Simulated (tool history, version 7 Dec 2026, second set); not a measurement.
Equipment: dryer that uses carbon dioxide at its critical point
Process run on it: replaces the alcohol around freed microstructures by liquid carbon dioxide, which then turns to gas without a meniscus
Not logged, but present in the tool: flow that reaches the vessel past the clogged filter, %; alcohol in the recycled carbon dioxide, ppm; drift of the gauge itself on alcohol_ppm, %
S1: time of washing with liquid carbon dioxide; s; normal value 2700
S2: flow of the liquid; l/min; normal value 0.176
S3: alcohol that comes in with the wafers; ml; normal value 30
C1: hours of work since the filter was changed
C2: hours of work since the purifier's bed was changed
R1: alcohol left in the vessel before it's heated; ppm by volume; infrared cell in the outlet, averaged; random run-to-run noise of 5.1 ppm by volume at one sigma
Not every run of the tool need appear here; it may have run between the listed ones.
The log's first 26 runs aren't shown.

Run 27, hour 567.4: usual settings but S1 2280 s, S2 0.129 l/min, S3 43 ml; C1 61; C2 662. Result: R1 1051 ppm by volume.
Run 28, hour 589.4: usual settings but S2 0.191 l/min, S3 26 ml; C1 76; C2 678. Result: R1 149 ppm by volume.
Run 29, hour 604.2: usual settings but S1 3480 s, S2 0.165 l/min; C1 87; C2 688. Result: R1 133 ppm by volume.
Run 30, hour 617.5: usual settings but S2 0.165 l/min, S3 26 ml; C1 96; C2 697. Result: R1 204 ppm by volume.
Run 31, hour 630.7: usual settings but S1 2400 s, S2 0.173 l/min, S3 50 ml; C1 105; C2 707. Result: R1 369 ppm by volume.
Run 32, hour 643.1: usual settings but S1 1920 s, S2 0.112 l/min; C1 114; C2 715. Result: R1 2165 ppm by volume.
Run 33, hour 664.5: usual settings but S1 2220 s, S3 44 ml; C1 129; C2 731. Result: R1 448 ppm by volume.
Run 34, hour 678: usual settings but S1 1800 s, S2 0.107 l/min, S3 94 ml; C1 139; C2 740. Result: R1 9099 ppm by volume.

What will run 35 give?
Run 35, hour 702: usual settings but S1 1800 s, S2 0.107 l/min, S3 94 ml; C1 156; C2 757. Result: R1 ?.

{"run 35": {"R1": 9738}}
Minus the tool's unlogged condition, the same run would have read R1 7256 ppm by volume.
